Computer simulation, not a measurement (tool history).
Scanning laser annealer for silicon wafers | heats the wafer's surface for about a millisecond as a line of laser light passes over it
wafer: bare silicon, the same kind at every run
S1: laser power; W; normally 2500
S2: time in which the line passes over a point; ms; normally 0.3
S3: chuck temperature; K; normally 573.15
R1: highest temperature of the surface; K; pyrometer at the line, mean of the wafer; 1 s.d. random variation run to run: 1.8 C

run 1 hour=0 | S1=2500 S2=0.3 S3=573.15 | R1=1278.15
run 2 hour=77.1 | S1=2331 S2=0.3 S3=573.15 | R1=1226.15
run 3 hour=117.7 | S1=2500 S2=0.238 S3=573.15 | R1=1204.15
-- hour=131.8 optics aligned, line set to its width
run 4 hour=188.4 | S1=2500 S2=0.238 S3=573.15 | R1=1196.15
run 5 hour=244.3 | S1=2500 S2=0.236 S3=573.15 | R1=1193.15
run 6 hour=328.6 | S1=2500 S2=0.236 S3=573.15 | R1=1192.15
run 7 hour=407.5 | S1=2500 S2=0.3 S3=573.15 | R1=1255.15
-- hour=432 optics aligned, line set to its width, once more
run 8 hour=497.3 | S1=2500 S2=0.3 S3=573.15 | R1=1271.15
-- hour=503.7 window over the wafer cleaned
run 9 hour=541.5 | S1=2500 S2=0.3 S3=573.15 | R1=1295.15
run 10 hour=595.7 | S1=2500 S2=0.3 S3=573.15 | R1=1295.15
run 11 hour=667.5 | S1=2500 S2=0.3 S3=537.15 | R1=1262.15
run 12 hour=739.9 | S1=2500 S2=0.3 S3=537.15 | R1=1254.15
run 13 hour=808.7 | S1=2500 S2=0.24 S3=573.15 | R1=1222.15
run 14 hour=864.1 | S1=2500 S2=0.3 S3=549.15 | R1=1263.15
run 15 hour=917.4 | S1=2500 S2=0.3 S3=549.15 | R1=1259.15
run 16 hour=974.7 | S1=2500 S2=0.3 S3=587.15 | R1=1295.15
run 17 hour=1025.5 | S1=2500 S2=0.3 S3=587.15 | R1=1294.15
run 18 hour=1112.7 | S1=2500 S2=0.3 S3=587.15 | R1=1294.15
run 19 hour=1193.6 | S1=2500 S2=0.3 S3=573.15 | R1=1274.15
run 20 hour=1261 | S1=2500 S2=0.3 S3=573.15 | R1=1272.15
-- hour=1308.9 window over the wafer cleaned
run 21 hour=1332.3 | S1=2500 S2=0.3 S3=550.15 | R1=1273.15
run 22 hour=1409.5 | S1=2500 S2=0.3 S3=550.15 | R1=1269.15
run 23 hour=1497.3 | S1=2500 S2=0.3 S3=550.15 | R1=1265.15
run 24 hour=1575.6 | S1=2500 S2=0.325 S3=605.15 | R1=1342.15
run 25 hour=1615.4 | S1=2500 S2=0.325 S3=605.15 | R1=1344.15
run 26 hour=1670.2 | S1=2253 S2=0.3 S3=554.15 | R1=1194.15
-- hour=1723.8 optics aligned, line set to its width
run 27 hour=1728.3 | S1=2546 S2=0.296 S3=600.15 | R1=1327.15
run 28 hour=1799.5 | S1=2546 S2=0.263 S3=591.15 | R1=1276.15
run 29 hour=1862 | S1=2147 S2=0.239 S3=600.15 | R1=1153.15
run 30 hour=1935.8 | S1=2500 S2=0.24 S3=573.15 | R1=1217.15
run 31 hour=2005.3 | S1=2580 S2=0.261 S3=568.15 | R1=1256.15
run 32 hour=2077.3 | S1=2537 S2=0.316 S3=549.15 | R1=1280.15
-- hour=2122.5 window over the wafer cleaned
run 33 hour=2138 | S1=2719 S2=0.262 S3=561.15 | R1=1312.15
run 34 hour=2211.8 | S1=2510 S2=0.3 S3=568.15 | R1=1296.15
run 35 hour=2270.5 | S1=2691 S2=0.212 S3=592.15 | R1=1262.15
run 36 hour=2337.9 | S1=2585 S2=0.248 S3=596.15 | R1=1283.15
run 37 hour=2417.3 | S1=2396 S2=0.3 S3=551.15 | R1=1240.15
run 38 hour=2511 | S1=2500 S2=0.284 S3=573.15 | R1=1274.15
run 39 hour=2566.2 | S1=2500 S2=0.216 S3=592.15 | R1=1209.15
run 40 hour=2635.3 | S1=2500 S2=0.216 S3=592.15 | R1=1211.15

3 ways to go on from here, each from the tool as it stands after run 40. What would each give?
run A hour=2726.6 | S1=2579 S2=0.235 S3=573.15 | R1=?
run B hour=2726.6 | S1=2500 S2=0.3 S3=605.15 | R1=?
run C hour=2726.6 | S1=2317 S2=0.304 S3=534.15 | R1=?

run=A R1=1228.15
run=B R1=1317.15
run=C R1=1193.15
Had the tool no hidden state, the same runs would have come out as:
run=A R1=1236.15
run=B R1=1325.15
run=C R1=1201.15

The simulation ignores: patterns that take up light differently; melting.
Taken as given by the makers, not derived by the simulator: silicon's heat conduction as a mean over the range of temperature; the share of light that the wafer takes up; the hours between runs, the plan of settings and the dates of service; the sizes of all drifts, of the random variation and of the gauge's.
